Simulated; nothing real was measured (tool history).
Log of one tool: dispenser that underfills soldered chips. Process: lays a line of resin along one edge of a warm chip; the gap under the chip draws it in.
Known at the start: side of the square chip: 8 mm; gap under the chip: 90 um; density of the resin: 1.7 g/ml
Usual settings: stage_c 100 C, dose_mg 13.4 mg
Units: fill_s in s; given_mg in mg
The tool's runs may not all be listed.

run 1 hour=0 | stage_c=100 dose_mg=13.4 | fill_s=101.6 given_mg=12.69
-- hour=3.5 dispensing valve cleaned and set on the balance
-- hour=4.8 new syringe of resin
run 2 hour=9.2 | stage_c=100 dose_mg=13.4 | fill_s=78.4 given_mg=13.36
-- hour=16.8 new syringe of resin
run 3 hour=18.1 | stage_c=100 dose_mg=13.4 | fill_s=64.8 given_mg=13.23
run 4 hour=24.9 | stage_c=100 dose_mg=13.4 | fill_s=96.4 given_mg=13.24
-- hour=29 new syringe of resin
run 5 hour=32.8 | stage_c=100 dose_mg=13.4 | fill_s=75.6 given_mg=13.19
-- hour=41.1 new syringe of resin
run 6 hour=41.1 | stage_c=100 dose_mg=13.4 | fill_s=61.4 given_mg=13.14
run 7 hour=46.7 | stage_c=100 dose_mg=13.4 | fill_s=81.6 given_mg=13.12
-- hour=53.2 new syringe of resin
run 8 hour=54 | stage_c=100 dose_mg=13.4 | fill_s=65.2 given_mg=13.09
run 9 hour=62.2 | stage_c=100 dose_mg=13.4 | fill_s=103.4 given_mg=13.06
-- hour=65.8 new syringe of resin
run 10 hour=70.7 | stage_c=100 dose_mg=13.4 | fill_s=82 given_mg=12.98
-- hour=77.9 new syringe of resin
run 11 hour=78.4 | stage_c=100 dose_mg=13.4 | fill_s=64.1 given_mg=12.87
run 12 hour=83.3 | stage_c=100 dose_mg=13.4 | fill_s=84.6 given_mg=12.92
run 13 hour=89.3 | stage_c=100 dose_mg=13.4 | fill_s=122.2 given_mg=12.86
-- hour=90.4 new syringe of resin
run 14 hour=93.8 | stage_c=100 dose_mg=14.3 | fill_s=74.7 given_mg=13.73
run 15 hour=100.2 | stage_c=100 dose_mg=14.3 | fill_s=109.3 given_mg=13.66
-- hour=103 new syringe of resin
run 16 hour=106.5 | stage_c=100 dose_mg=12.2 | fill_s=79.9 given_mg=11.66
run 17 hour=111.7 | stage_c=100 dose_mg=12.2 | fill_s=108 given_mg=11.61
-- hour=115.4 new syringe of resin
run 18 hour=117.8 | stage_c=102 dose_mg=16.7 | fill_s=61.2 given_mg=15.87
run 19 hour=122.2 | stage_c=102 dose_mg=16.7 | fill_s=81.1 given_mg=15.91
run 20 hour=126.7 | stage_c=88 dose_mg=11.9 | fill_s=194 given_mg=11.25
-- hour=127.6 new syringe of resin
run 21 hour=130.9 | stage_c=88 dose_mg=11.9 | fill_s=129.7 given_mg=11.25
-- hour=138 dispensing valve cleaned and set on the balance
run 22 hour=139.8 | stage_c=88 dose_mg=11.9 | fill_s=197.2 given_mg=11.93
-- hour=140.7 new syringe of resin
run 23 hour=147.3 | stage_c=88 dose_mg=11.9 | fill_s=147.6 given_mg=11.86
-- hour=153.3 new syringe of resin
run 24 hour=156 | stage_c=113 dose_mg=17 | fill_s=44.1 given_mg=16.92
run 25 hour=163.9 | stage_c=101 dose_mg=13.4 | fill_s=110.2 given_mg=13.24
-- hour=165.7 new syringe of resin
run 26 hour=171 | stage_c=107 dose_mg=12 | fill_s=69.4 given_mg=11.86
-- hour=178 new syringe of resin
run 27 hour=179.4 | stage_c=107 dose_mg=12 | fill_s=54.1 given_mg=11.75
run 28 hour=187.7 | stage_c=111 dose_mg=12.4 | fill_s=74.6 given_mg=12.13
-- hour=190 new syringe of resin
run 29 hour=196.9 | stage_c=105 dose_mg=12.7 | fill_s=80.6 given_mg=12.37

Forecast each of these 3 alternatives for the next run:
-- hour=202.1 new syringe of resin
run A hour=202.1 | stage_c=97 dose_mg=17.1 | fill_s=? given_mg=?
-- hour=202.1 new syringe of resin
run B hour=202.1 | stage_c=108 dose_mg=14.7 | fill_s=? given_mg=?
-- hour=202.1 new syringe of resin
run C hour=202.1 | stage_c=100 dose_mg=16.5 | fill_s=? given_mg=?

run=A fill_s=68.5 given_mg=16.66
run=B fill_s=45.1 given_mg=14.36
run=C fill_s=58.9 given_mg=16.13
Without the tool's hidden state the same runs would have given:
run=A fill_s=64 given_mg=17.12
run=B fill_s=42.1 given_mg=14.76
run=C fill_s=55 given_mg=16.58
